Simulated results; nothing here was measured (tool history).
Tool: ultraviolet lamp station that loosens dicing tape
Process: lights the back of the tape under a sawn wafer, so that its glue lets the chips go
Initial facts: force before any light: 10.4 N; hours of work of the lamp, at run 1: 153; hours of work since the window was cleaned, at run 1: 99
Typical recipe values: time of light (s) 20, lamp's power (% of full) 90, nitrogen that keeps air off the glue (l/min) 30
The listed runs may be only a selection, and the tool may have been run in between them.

run	hour	time of light (s)	lamp's power (% of full)	nitrogen that keeps air off the glue (l/min)	hours of work of the lamp	hours of work since the window was cleaned	force that peels the tape off (N)	light that reached the tape (mJ/cm2)
1	0	20	90	30	153	99	0.655	524
2	21.4	20	90	30	162	109	0.638	521
3	35.4	20	90	30	169	115	0.63	528
4	49.4	20	64	30	175	121	1.268	368
5	63.6	20	64	30	182	128	1.211	371
6	84.3	20	67	30	191	137	1.111	388
7	109.8	20	67	30	203	149	1.188	388
8	127.2	20	67	30	211	157	1.173	385
9	150.6	20	67	30	221	168	1.207	381
10	170.2	20	67	55	230	177	0.766	381
11	189.1	20	90	47	239	185	0.498	516
# hour 191.6: window cleaned of glue's vapour
12	213.2	20	90	15	250	10	1.268	501
13	233.6	20	90	15	259	19	1.263	501
14	246.9	20	90	15	265	25	1.254	497
15	267.5	20	90	15	274	35	1.211	498
16	285	20	90	15	282	43	1.265	497
17	311.7	20	90	30	294	55	0.703	501
18	339.2	20	90	30	307	67	0.714	494
19	355.7	20	90	30	314	75	0.723	490
# hour 358.5: window cleaned of glue's vapour, once more
20	370.7	20	90	30	321	6	0.685	507
21	389.4	16	79	32	330	14	1.291	356
22	411.1	16	79	32	340	24	1.342	356
23	433.5	18	76	10	350	34	2.612	384
24	445.6	19	63	30	355	40	1.512	335
25	465.4	30	83	30	364	49	0.385	686
26	480.5	24	71	33	371	56	0.704	470
27	495.3	24	71	33	378	62	0.682	469
28	522	27	91	20	390	75	0.547	686
29	540	17	82	30	398	83	1.193	389
30	567.5	23	79	49	411	95	0.502	501
31	582.2	31	76	30	418	102	0.428	644
32	599.4	11	88	30	425	110	2.124	264
33	623.1	11	88	30	436	121	2.129	259
34	645.9	15	78	13	447	131	2.805	312
35	660	15	78	13	453	138	2.969	322
36	675.8	27	97	24	460	145	0.432	706
37	703.3	27	97	24	473	157	0.426	699

Below, some changes in force that peels the tape off (N) between adjacent runs. For each, the amount present without the hidden state too (settings, incoming material, random variation) and the amount remaining for the hidden state with gauge scatter not shared by both compared results:
Hidden state at play: lamp's light, % of a new lamp's; light that the window lets through, % of a clean one's; drift of the gauge itself on peel_n, %; drift of the gauge itself on dose_mj_cm2, %.
Run 22 -> 23: time of light (s) 16 -> 18, lamp's power (% of full) 79 -> 76, nitrogen that keeps air off the glue (l/min) 32 -> 10. force that peels the tape off (N) +1.27: hidden state +0.107, all else +1.163.
Run 24 -> 25: time of light (s) 19 -> 30, lamp's power (% of full) 63 -> 83. force that peels the tape off (N) -1.127: hidden state -0.19, all else -0.937.
Run 31 -> 32: time of light (s) 31 -> 11, lamp's power (% of full) 76 -> 88. force that peels the tape off (N) +1.696: hidden state +0.281, all else +1.415.
Run 35 -> 36: time of light (s) 15 -> 27, lamp's power (% of full) 78 -> 97, nitrogen that keeps air off the glue (l/min) 13 -> 24. force that peels the tape off (N) -2.537: hidden state -0.382, all else -2.155.
